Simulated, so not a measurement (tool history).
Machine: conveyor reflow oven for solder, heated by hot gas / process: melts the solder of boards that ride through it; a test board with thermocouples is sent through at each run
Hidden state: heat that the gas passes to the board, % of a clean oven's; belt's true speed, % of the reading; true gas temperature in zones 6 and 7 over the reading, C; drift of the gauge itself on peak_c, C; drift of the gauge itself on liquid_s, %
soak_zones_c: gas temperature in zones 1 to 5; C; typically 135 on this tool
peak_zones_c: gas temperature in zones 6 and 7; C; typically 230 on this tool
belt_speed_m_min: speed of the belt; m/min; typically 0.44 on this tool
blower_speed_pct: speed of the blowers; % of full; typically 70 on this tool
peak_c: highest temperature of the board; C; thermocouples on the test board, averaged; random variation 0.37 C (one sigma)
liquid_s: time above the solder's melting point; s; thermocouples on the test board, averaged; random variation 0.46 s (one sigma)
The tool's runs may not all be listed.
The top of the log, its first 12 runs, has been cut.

run,hour,soak_zones_c,peak_zones_c,belt_speed_m_min,blower_speed_pct,hours of work since the flux was cleaned out,hours of work since the belt drive was overhauled,hours of work since the thermocouples were changed,peak_c,liquid_s
13,109.2,135,230,0.44,74,242,316,598,214.8,68.6
14,114.8,135,230,0.44,74,246,320,601,215.3,68.7
# hour 125.8: flux residue cleaned out of gas plates and filters
15,130.4,135,230,0.44,74,3,327,608,216.2,69.7
16,140.5,135,230,0.44,74,9,333,615,216.1,70.1
17,149.7,135,230,0.44,74,15,339,621,216.1,70.3
18,155.5,135,230,0.44,74,19,343,624,216.2,69.9
19,166.6,135,221,0.46,70,26,350,631,205.9,55.3
20,175.2,144,241,0.46,70,32,355,637,224.9,77.5
21,180.7,148,243,0.495,86,35,359,641,228.3,76.1
22,193.2,135,230,0.46,74,44,367,649,214.9,64.5
23,203.3,122,230,0.46,67,50,374,655,210.7,55.1
24,211.8,122,230,0.46,67,56,379,661,210.4,54.1
25,219.7,150,230,0.44,86,61,384,666,221.3,81.7
26,231.5,135,230,0.476,75,68,392,673,214,61.4
27,242.4,135,230,0.476,75,75,399,680,214,61.6
28,250.2,135,241,0.44,70,80,404,686,224.1,75.9
29,261.6,123,238,0.473,76,88,411,693,218.7,62.6
30,272.2,121,244,0.372,70,95,418,700,231,91.5

Consider 4 possible next runs. They are alternatives, not a sequence: every one starts from the tool as it was left by run 30. What does each give?
A,279,121,235,0.481,70,99,423,704,?,?
B,279,138,244,0.372,81,99,423,704,?,?
C,279,142,230,0.44,89,99,423,704,?,?
D,279,121,231,0.423,51,99,423,704,?,?

run,peak_c,liquid_s
A,213.4,55.4
B,235.2,103
C,219.8,77.4
D,208.5,55.5
What these runs would have given with no unlogged condition in the tool:
run,peak_c,liquid_s
A,211.9,53.7
B,233.4,101.4
C,218.2,75.8
D,206.9,53

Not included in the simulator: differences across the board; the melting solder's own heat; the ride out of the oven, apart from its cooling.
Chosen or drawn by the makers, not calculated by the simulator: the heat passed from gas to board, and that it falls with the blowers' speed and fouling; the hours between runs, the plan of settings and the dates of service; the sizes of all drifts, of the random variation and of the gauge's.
